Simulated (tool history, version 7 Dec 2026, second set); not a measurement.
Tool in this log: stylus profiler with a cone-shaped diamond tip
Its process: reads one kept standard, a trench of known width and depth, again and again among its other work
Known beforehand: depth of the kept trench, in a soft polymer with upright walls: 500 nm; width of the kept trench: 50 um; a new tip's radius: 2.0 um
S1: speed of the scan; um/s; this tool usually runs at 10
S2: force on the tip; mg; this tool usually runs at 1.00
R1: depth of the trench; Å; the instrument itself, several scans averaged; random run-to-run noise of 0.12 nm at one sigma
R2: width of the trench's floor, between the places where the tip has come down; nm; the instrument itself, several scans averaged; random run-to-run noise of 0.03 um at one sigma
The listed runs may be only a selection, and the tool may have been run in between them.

run   hour  S1    S2      R1     R2
  1    0.0  10  1.00  5027.1  47240
  2   42.7  10  1.00  5027.5  47290
  3   92.7   6  1.00  5024.1  47290
  4  134.0  10  0.85  5023.9  47190
  5  163.7  10  0.85  5023.9  47240
  6  196.0  10  1.00  5025.5  47240
  7  245.3  10  1.00  5026.0  47300
  8  286.3  10  1.66  5040.1  47330
  9  319.6  10  1.66  5039.5  47280
 10  360.0  10  1.00  5028.4  47260
 11  408.6  10  1.00  5024.4  47300
 12  460.9  13  1.00  5026.4  47210
 13  511.6   6  1.00  5027.7  47260
 14  569.4  14  0.84  5025.2  47240
 15  611.1   8  1.33  5034.7  47360
 16  660.2  22  0.46  5016.8  47130
 17  701.3  15  1.05  5027.5  47240
 18  751.1  10  0.66  5021.2  47250
 19  787.2   7  1.23  5031.4  47280
     794.7  -- new tip fitted, height scale calibrated
 20  835.1  18  0.60  5017.2  47250
 21  867.1  35  1.00  5027.9  47100
 22  900.3   9  0.72  5021.1  47340
 23  941.3   9  2.16  5046.8  47310

Forecast each of these 5 alternatives for the next run:
  A  978.0  26  2.16   ?   ?
  B  978.0  18  1.00   ?   ?
  C  978.0  14  1.11   ?   ?
  D  978.0   3  0.69   ?   ?
  E  978.0  29  1.54   ?   ?

run      R1     R2
  A  5046.5  47250
  B  5027.4  47200
  C  5027.5  47310
  D  5020.3  47360
  E  5035.3  47190
What these runs would have given with no unlogged condition in the tool:
run      R1     R2
  A  5046.6  47250
  B  5027.4  47210
  C  5027.5  47310
  D  5020.4  47360
  E  5035.3  47190
